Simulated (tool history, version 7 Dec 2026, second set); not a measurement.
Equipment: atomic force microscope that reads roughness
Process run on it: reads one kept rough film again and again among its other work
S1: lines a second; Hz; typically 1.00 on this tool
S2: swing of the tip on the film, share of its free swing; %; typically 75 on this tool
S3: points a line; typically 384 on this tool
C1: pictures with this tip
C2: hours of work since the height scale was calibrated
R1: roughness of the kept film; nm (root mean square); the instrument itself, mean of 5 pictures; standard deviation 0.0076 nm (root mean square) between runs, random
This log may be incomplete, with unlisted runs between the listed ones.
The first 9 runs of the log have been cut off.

run 10 hour=117.5 | S1=1.00 S2=75 S3=384 | C1=98 C2=270 | R1=1.425
run 11 hour=125.8 | S1=1.00 S2=75 S3=384 | C1=107 C2=275 | R1=1.434
run 12 hour=142.1 | S1=1.00 S2=75 S3=384 | C1=125 C2=284 | R1=1.390
-- hour=145.2 new tip fitted
run 13 hour=158.6 | S1=1.00 S2=75 S3=384 | C1=14 C2=294 | R1=1.572
run 14 hour=169.6 | S1=1.00 S2=75 S3=384 | C1=26 C2=300 | R1=1.571
run 15 hour=182.1 | S1=1.00 S2=75 S3=384 | C1=40 C2=307 | R1=1.534
run 16 hour=193.2 | S1=1.00 S2=75 S3=384 | C1=52 C2=314 | R1=1.520
-- hour=195.0 height scale calibrated on a step standard
run 17 hour=209.7 | S1=3.00 S2=59 S3=910 | C1=69 C2=9 | R1=1.469
run 18 hour=222.7 | S1=1.13 S2=59 S3=751 | C1=83 C2=16 | R1=1.482
run 19 hour=238.6 | S1=0.59 S2=86 S3=474 | C1=101 C2=26 | R1=1.431
run 20 hour=250.3 | S1=0.59 S2=86 S3=474 | C1=113 C2=32 | R1=1.398
-- hour=263.3 new tip fitted
run 21 hour=268.2 | S1=2.28 S2=86 S3=672 | C1=6 C2=43 | R1=1.502
run 22 hour=286.3 | S1=2.28 S2=86 S3=672 | C1=25 C2=53 | R1=1.453
run 23 hour=295.2 | S1=0.58 S2=76 S3=623 | C1=35 C2=58 | R1=1.562
-- hour=304.0 height scale calibrated on a step standard, once more
run 24 hour=305.3 | S1=0.58 S2=76 S3=623 | C1=45 C2=1 | R1=1.543
run 25 hour=317.4 | S1=0.58 S2=76 S3=623 | C1=58 C2=8 | R1=1.520
run 26 hour=326.2 | S1=0.58 S2=76 S3=623 | C1=68 C2=13 | R1=1.508
run 27 hour=343.6 | S1=2.90 S2=76 S3=575 | C1=87 C2=23 | R1=1.398
run 28 hour=362.2 | S1=2.90 S2=76 S3=575 | C1=107 C2=34 | R1=1.360
run 29 hour=370.9 | S1=1.14 S2=60 S3=421 | C1=117 C2=39 | R1=1.433
-- hour=380.5 new tip fitted
run 30 hour=390.0 | S1=1.14 S2=60 S3=421 | C1=10 C2=50 | R1=1.606
run 31 hour=407.9 | S1=1.14 S2=60 S3=421 | C1=30 C2=61 | R1=1.563

5 options for the next run, each taken on its own from the tool as it stands now. Forecast them:
run A hour=423.1 | S1=0.75 S2=69 S3=289 | C1=46 C2=69 | R1=?
run B hour=423.1 | S1=1.14 S2=70 S3=688 | C1=46 C2=69 | R1=?
run C hour=423.1 | S1=1.35 S2=75 S3=384 | C1=46 C2=69 | R1=?
run D hour=423.1 | S1=2.05 S2=60 S3=421 | C1=46 C2=69 | R1=?
run E hour=423.1 | S1=0.91 S2=80 S3=478 | C1=46 C2=69 | R1=?

run=A R1=1.541
run=B R1=1.539
run=C R1=1.514
run=D R1=1.526
run=E R1=1.532
With the hidden condition removed and each run's random variation left untouched, the same runs would have given:
run=A R1=1.632
run=B R1=1.631
run=C R1=1.604
run=D R1=1.617
run=E R1=1.623

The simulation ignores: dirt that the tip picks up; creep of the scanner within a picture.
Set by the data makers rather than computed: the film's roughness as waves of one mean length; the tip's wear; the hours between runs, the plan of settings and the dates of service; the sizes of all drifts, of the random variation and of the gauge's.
